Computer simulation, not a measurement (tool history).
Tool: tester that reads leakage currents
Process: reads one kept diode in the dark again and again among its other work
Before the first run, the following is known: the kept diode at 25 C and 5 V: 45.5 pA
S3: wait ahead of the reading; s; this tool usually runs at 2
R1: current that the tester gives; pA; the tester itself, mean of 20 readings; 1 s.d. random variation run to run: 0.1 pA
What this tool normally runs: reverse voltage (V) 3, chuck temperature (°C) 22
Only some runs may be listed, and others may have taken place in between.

Run 1, hour 0: usual settings. Result: R1 29.79 pA.
Run 2, hour 49.7: usual settings. Result: R1 29.93 pA.
Run 3, hour 78.7: usual settings. Result: R1 29.85 pA.
Run 4, hour 104.3: usual settings but reverse voltage (V) 10.65. Result: R1 56.33 pA.
Run 5, hour 133.7: usual settings but reverse voltage (V) 10.65. Result: R1 55.55 pA.
Run 6, hour 179: usual settings but reverse voltage (V) 10.65. Result: R1 56.14 pA.
Run 7, hour 201: usual settings but reverse voltage (V) 10.65. Result: R1 56.22 pA.
Run 8, hour 249.6: usual settings but S3 1.7 s. Result: R1 29.87 pA.
Run 9, hour 294.3: usual settings. Result: R1 29.52 pA.
Run 10, hour 322.3: usual settings but chuck temperature (°C) 49. Result: R1 221.58 pA.
Run 11, hour 371.2: usual settings but chuck temperature (°C) 49. Result: R1 219.64 pA.
Run 12, hour 395.6: usual settings but reverse voltage (V) 1.96, chuck temperature (°C) 49. Result: R1 182.08 pA.
Run 13, hour 428.8: usual settings but reverse voltage (V) 1.96, chuck temperature (°C) 49. Result: R1 182.18 pA.
Run 14, hour 479.5: usual settings but reverse voltage (V) 4.83. Result: R1 37.37 pA.
Run 15, hour 509: usual settings but reverse voltage (V) 4.83. Result: R1 37.39 pA.
Run 16, hour 538.8: usual settings but reverse voltage (V) 4.83. Result: R1 37.47 pA.
Run 17, hour 577.8: usual settings but reverse voltage (V) 4.83. Result: R1 37.07 pA.
Run 18, hour 604.9: usual settings but chuck temperature (°C) 38. Result: R1 97.8 pA.
Run 19, hour 641.4: usual settings but chuck temperature (°C) 38. Result: R1 97.96 pA.
Run 20, hour 670.5: usual settings but chuck temperature (°C) 38. Result: R1 97.03 pA.
Run 21, hour 704.7: usual settings but chuck temperature (°C) 38. Result: R1 97.19 pA.
Run 22, hour 755.6: usual settings but chuck temperature (°C) 38. Result: R1 97.39 pA.
Run 23, hour 791.8: usual settings but chuck temperature (°C) 38. Result: R1 96.62 pA.
Run 24, hour 829.1: usual settings but reverse voltage (V) 1.07, chuck temperature (°C) 47, S3 0.63 s. Result: R1 117.62 pA.
Run 25, hour 871.5: usual settings but reverse voltage (V) 1.56, chuck temperature (°C) 58, S3 0.9 s. Result: R1 297.54 pA.
Run 26, hour 905.5: usual settings but reverse voltage (V) 14.32, chuck temperature (°C) 27, S3 0.81 s. Result: R1 95.63 pA.
Run 27, hour 934.1: usual settings but reverse voltage (V) 14.32, chuck temperature (°C) 27, S3 0.81 s. Result: R1 95.37 pA.
Run 28, hour 972.4: usual settings but reverse voltage (V) 14.32, chuck temperature (°C) 27, S3 0.81 s. Result: R1 96.12 pA.
Run 29, hour 1004.5: usual settings but reverse voltage (V) 6.97, S3 8.18 s. Result: R1 44.45 pA.
At hour 1030.6: chuck's temperature calibrated.
Run 30, hour 1057.3: usual settings but reverse voltage (V) 6.97, S3 9.1 s. Result: R1 49.32 pA.
Run 31, hour 1082.4: usual settings but reverse voltage (V) 6.97, S3 9.1 s. Result: R1 48.97 pA.
Run 32, hour 1109.1: usual settings but reverse voltage (V) 9.85, chuck temperature (°C) 48, S3 9.1 s. Result: R1 365.4 pA.
Run 33, hour 1145.1: usual settings but reverse voltage (V) 6.54, chuck temperature (°C) 29, S3 0.8 s. Result: R1 79.59 pA.
Run 34, hour 1191.1: usual settings but reverse voltage (V) 6.54, chuck temperature (°C) 29, S3 0.8 s. Result: R1 80.14 pA.

The next listed run, before its measurement:
Run 35, hour 1233.6: usual settings but reverse voltage (V) 9.16, chuck temperature (°C) 24. Result: R1 ?.

Run 35 came out at R1 65.8 pA.
Take away the tool's hidden state, keep the run-to-run variation as it was, and the same run would have given R1 55.48 pA.
